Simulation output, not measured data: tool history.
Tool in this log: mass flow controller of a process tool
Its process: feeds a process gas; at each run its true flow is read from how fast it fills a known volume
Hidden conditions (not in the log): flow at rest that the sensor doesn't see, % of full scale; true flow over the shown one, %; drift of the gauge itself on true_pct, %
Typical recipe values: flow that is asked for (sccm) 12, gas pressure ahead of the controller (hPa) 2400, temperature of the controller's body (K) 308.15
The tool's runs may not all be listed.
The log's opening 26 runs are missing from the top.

run	day	flow that is asked for (sccm)	gas pressure ahead of the controller (hPa)	temperature of the controller's body (K)	hours of work since the controller was set to zero	hours of work since the controller was changed	true flow (%)
27	250.204	6	2090	296.15	3311	7472	94.22
28	260.688	3	1540	298.15	3463	7624	91.21
29	266.675	3	1540	298.15	3550	7710	91.03
30	279.479	3	1650	295.15	3735	7896	91.07
31	289.192	3	1680	298.15	3876	8036	90.36
32	295.217	10	2400	308.15	3963	8123	93.47
33	303.192	10	2400	308.15	4078	8239	93.17
# day 308.583: controller's zero set anew
34	310.304	10	2400	308.15	25	8341	94.88
35	320.321	12	2110	297.15	170	8486	96.47
36	332.525	12	2220	297.15	347	8663	96.22

Run 37 comes next. What will it give?
37	339.383	3	1770	297.15	446	8762	?

Run 37 yielded true flow (%) 95.02.
The same run, on a tool lacking any hidden state, would have yielded true flow (%) 99.09.

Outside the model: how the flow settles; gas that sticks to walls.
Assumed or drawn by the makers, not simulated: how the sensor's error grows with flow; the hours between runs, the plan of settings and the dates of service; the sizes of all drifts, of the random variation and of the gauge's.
